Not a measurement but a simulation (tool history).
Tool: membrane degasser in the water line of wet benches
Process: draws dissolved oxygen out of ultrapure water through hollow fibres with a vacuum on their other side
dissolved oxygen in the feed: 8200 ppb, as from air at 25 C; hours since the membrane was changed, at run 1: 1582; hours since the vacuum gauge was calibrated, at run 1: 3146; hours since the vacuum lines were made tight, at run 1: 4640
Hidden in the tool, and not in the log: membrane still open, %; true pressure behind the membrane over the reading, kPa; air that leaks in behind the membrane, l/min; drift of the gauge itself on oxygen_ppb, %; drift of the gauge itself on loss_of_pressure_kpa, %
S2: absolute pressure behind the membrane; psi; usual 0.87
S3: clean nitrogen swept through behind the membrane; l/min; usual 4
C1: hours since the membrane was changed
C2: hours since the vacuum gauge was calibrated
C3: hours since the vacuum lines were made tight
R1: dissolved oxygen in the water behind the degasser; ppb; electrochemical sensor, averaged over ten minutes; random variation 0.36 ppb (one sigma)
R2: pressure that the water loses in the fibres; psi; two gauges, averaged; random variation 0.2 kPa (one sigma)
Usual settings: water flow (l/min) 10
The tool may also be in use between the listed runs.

{"run": 1, "day": 0.0, "water flow (l/min)": 10, "S2": 0.87, "S3": 4, "C1": 1582, "C2": 3146, "C3": 4640, "R1": 20.8, "R2": 6.166}
{"run": 2, "day": 2.588, "water flow (l/min)": 10, "S2": 2.051, "S3": 4, "C1": 1644, "C2": 3208, "C3": 4702, "R1": 70.1, "R2": 6.141}
{"run": 3, "day": 4.329, "water flow (l/min)": 10, "S2": 2.051, "S3": 4, "C1": 1686, "C2": 3250, "C3": 4743, "R1": 70.9, "R2": 6.132}
{"run": 4, "day": 5.896, "water flow (l/min)": 10, "S2": 0.87, "S3": 5.41, "C1": 1724, "C2": 3287, "C3": 4781, "R1": 16, "R2": 6.093}
{"run": 5, "day": 7.604, "water flow (l/min)": 9, "S2": 0.87, "S3": 4, "C1": 1764, "C2": 3328, "C3": 4822, "R1": 18.3, "R2": 5.491}
{"run": 6, "day": 9.529, "water flow (l/min)": 9, "S2": 0.87, "S3": 4, "C1": 1811, "C2": 3375, "C3": 4868, "R1": 17.6, "R2": 5.471}
{"run": 7, "day": 12.404, "water flow (l/min)": 9, "S2": 0.561, "S3": 4, "C1": 1880, "C2": 3444, "C3": 4937, "R1": 6.2, "R2": 5.5}
{"run": 8, "day": 15.317, "water flow (l/min)": 14, "S2": 0.87, "S3": 1.66, "C1": 1950, "C2": 3514, "C3": 5007, "R1": 64.5, "R2": 8.515}
{"run": 9, "day": 16.629, "water flow (l/min)": 8, "S2": 0.87, "S3": 2.07, "C1": 1981, "C2": 3545, "C3": 5039, "R1": 28.8, "R2": 4.886}
{"run": 10, "day": 18.708, "water flow (l/min)": 16, "S2": 2.084, "S3": 1.67, "C1": 2031, "C2": 3595, "C3": 5089, "R1": 259.3, "R2": 9.713}
{"run": 11, "day": 20.625, "water flow (l/min)": 16, "S2": 1.433, "S3": 3.04, "C1": 2077, "C2": 3641, "C3": 5135, "R1": 95, "R2": 9.654}
{"run": 12, "day": 21.875, "water flow (l/min)": 10, "S2": 1.536, "S3": 9.96, "C1": 2107, "C2": 3671, "C3": 5165, "R1": 21.7, "R2": 6.108}
{"run": 13, "day": 23.338, "water flow (l/min)": 7, "S2": 1.713, "S3": 2.08, "C1": 2142, "C2": 3706, "C3": 5200, "R1": 70.5, "R2": 4.274}

The same runs without the tool's hidden state, with the same run-to-run variation:
run=1 R2=6.166
run=2 R2=6.145
run=3 R2=6.142
run=4 R2=6.106
run=5 R2=5.507
run=6 R2=5.491
run=7 R2=5.524
run=8 R2=8.564
run=9 R2=4.917
run=10 R2=9.783
run=11 R2=9.731
run=12 R2=6.16
run=13 R2=4.313
R1: within 0.1 ppb of the measured result in every run.

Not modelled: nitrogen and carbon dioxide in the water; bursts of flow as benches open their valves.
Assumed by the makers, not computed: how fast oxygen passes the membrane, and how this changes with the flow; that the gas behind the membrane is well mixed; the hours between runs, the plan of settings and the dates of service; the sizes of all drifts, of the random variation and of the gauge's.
